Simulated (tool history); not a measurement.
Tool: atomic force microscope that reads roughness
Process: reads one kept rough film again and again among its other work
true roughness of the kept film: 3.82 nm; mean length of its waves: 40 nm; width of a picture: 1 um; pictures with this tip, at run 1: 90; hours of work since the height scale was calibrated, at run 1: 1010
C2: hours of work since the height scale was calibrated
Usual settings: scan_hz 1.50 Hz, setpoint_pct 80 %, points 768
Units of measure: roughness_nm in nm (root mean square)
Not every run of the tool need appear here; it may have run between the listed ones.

Run 1, day 0.000: usual settings; pictures with this tip 90; C2 1010. Result: roughness_nm 3.048 nm (root mean square).
Run 2, day 1.533: usual settings; pictures with this tip 139; C2 1035. Result: roughness_nm 2.993 nm (root mean square).
At day 3.721: new tip fitted.
Run 3, day 3.775: usual settings; pictures with this tip 2; C2 1073. Result: roughness_nm 3.157 nm (root mean square).
Run 4, day 5.283: usual settings; pictures with this tip 50; C2 1098. Result: roughness_nm 3.051 nm (root mean square).
Run 5, day 6.850: usual settings; pictures with this tip 99; C2 1125. Result: roughness_nm 3.014 nm (root mean square).
Run 6, day 9.162: usual settings; pictures with this tip 173; C2 1163. Result: roughness_nm 2.933 nm (root mean square).
At day 10.192: new tip fitted.
Run 7, day 11.696: usual settings; pictures with this tip 48; C2 1206. Result: roughness_nm 3.070 nm (root mean square).
Run 8, day 14.479: usual settings but points 707; pictures with this tip 137; C2 1253. Result: roughness_nm 2.955 nm (root mean square).
At day 16.583: new tip fitted.
Run 9, day 16.583: usual settings but points 707; pictures with this tip 0; C2 1288. Result: roughness_nm 3.159 nm (root mean square).
Run 10, day 19.300: usual settings but points 707; pictures with this tip 86; C2 1333. Result: roughness_nm 3.024 nm (root mean square).
Run 11, day 21.392: usual settings but setpoint_pct 78 %; pictures with this tip 153; C2 1369. Result: roughness_nm 2.984 nm (root mean square).
At day 22.933: new tip fitted.
Run 12, day 24.079: usual settings but setpoint_pct 78 %; pictures with this tip 37; C2 1413. Result: roughness_nm 3.151 nm (root mean square).
Run 13, day 26.321: usual settings but setpoint_pct 78 %; pictures with this tip 108; C2 1451. Result: roughness_nm 3.049 nm (root mean square).
Run 14, day 29.067: usual settings but setpoint_pct 78 %; pictures with this tip 196; C2 1497. Result: roughness_nm 2.954 nm (root mean square).
At day 29.258: new tip fitted.
Run 15, day 30.942: usual settings but setpoint_pct 78 %; pictures with this tip 54; C2 1528. Result: roughness_nm 3.116 nm (root mean square).
Run 16, day 32.929: usual settings; pictures with this tip 117; C2 1562. Result: roughness_nm 2.981 nm (root mean square).
Run 17, day 35.021: usual settings; pictures with this tip 183; C2 1597. Result: roughness_nm 2.936 nm (root mean square).
At day 35.683: new tip fitted.
Run 18, day 36.292: usual settings but points 513; pictures with this tip 19; C2 1618. Result: roughness_nm 3.117 nm (root mean square).
Run 19, day 37.733: usual settings but scan_hz 3.66 Hz, setpoint_pct 74 %, points 625; pictures with this tip 65; C2 1642. Result: roughness_nm 2.782 nm (root mean square).
Run 20, day 39.592: usual settings but points 794; pictures with this tip 124; C2 1674. Result: roughness_nm 2.989 nm (root mean square).
At day 42.083: new tip fitted.
Run 21, day 42.383: usual settings but points 794; pictures with this tip 9; C2 1720. Result: roughness_nm 3.136 nm (root mean square).

What does the tool deliver on the next run?
Run 22, day 43.738: usual settings but points 397; pictures with this tip 53; C2 1743. Result: roughness_nm ?.

{"run 22": {"roughness_nm": 3.05}}
With no hidden state in the tool, this same run would have given roughness_nm 3.159 nm (root mean square).
